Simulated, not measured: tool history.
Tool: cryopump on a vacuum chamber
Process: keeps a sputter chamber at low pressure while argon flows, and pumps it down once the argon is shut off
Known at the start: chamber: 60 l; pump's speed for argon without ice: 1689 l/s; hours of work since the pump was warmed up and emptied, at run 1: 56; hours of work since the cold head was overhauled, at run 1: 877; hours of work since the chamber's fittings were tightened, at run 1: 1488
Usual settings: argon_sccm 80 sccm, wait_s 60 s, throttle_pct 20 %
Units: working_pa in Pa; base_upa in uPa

run	hour	argon_sccm	wait_s	throttle_pct	hours of work since the pump was warmed up and emptied	hours of work since the cold head was overhauled	hours of work since the chamber's fittings were tightened	working_pa	base_upa
1	0	80	60	20	56	877	1488	0.4035	1.72
2	39.4	80	60	20	86	908	1519	0.4073	1.78
3	79.6	80	60	20	118	940	1551	0.4044	1.76
4	109.4	80	60	20	141	963	1574	0.4068	1.88
5	150.6	80	60	20	174	995	1607	0.4096	1.91
6	170.3	80	60	34	189	1011	1622	0.2445	1.95
7	201.3	80	60	20	213	1035	1646	0.4105	1.95
8	236.2	80	60	20	241	1063	1674	0.41	1.95
9	267.9	80	216	20	266	1087	1698	0.4096	1.79
10	298.4	80	60	20	290	1111	1722	0.4098	2.1
11	322.6	80	60	20	309	1130	1741	0.4118	2.17
12	351.9	80	60	20	332	1153	1764	0.4142	2.12
13	390.7	114	31	16	362	1184	1795	0.7387	2.59
14	418.7	115	60	20	384	1206	1817	0.5997	2.28
15	442	80	60	19	402	1224	1835	0.4391	2.28
16	472.6	80	36	20	426	1248	1859	0.4214	2.62
17	492.5	93	36	18	442	1264	1875	0.5428	2.63
18	519.4	80	60	23	463	1285	1896	0.3699	2.43
19	556	80	60	23	492	1313	1925	0.3696	2.48
20	591.9	137	213	47	520	1342	1953	0.335	2.27
21	615.8	33	288	15	539	1360	1971	0.2303	2.27
22	633.1	80	32	40	552	1374	1985	0.2269	2.95
23	668	141	261	40	580	1401	2012	0.4046	2.32

Hidden state or all else? Some run-to-run changes of working_pa, split into what the settings, what came in and random variation would give without the hidden state, and what is left for the hidden state (with any gauge scatter that isn't in both results):
The hidden state here: pump's speed, % of a pump's without ice; cold plate's temperature, K; leak into the chamber, uPa l/s; drift of the gauge itself on working_pa, %; drift of the gauge itself on base_upa, %.
Run 12 -> 13: argon_sccm 80 -> 114, wait_s 60 -> 31, throttle_pct 20 -> 16. working_pa +0.3245 Pa: hidden state +0.0088, all else +0.3157.
Run 20 -> 21: argon_sccm 137 -> 33, wait_s 213 -> 288, throttle_pct 47 -> 15. working_pa -0.1047 Pa: hidden state -0.0326, all else -0.0721.
Run 22 -> 23: argon_sccm 80 -> 141, wait_s 32 -> 261. working_pa +0.1777 Pa: hidden state +0.0243, all else +0.1534.
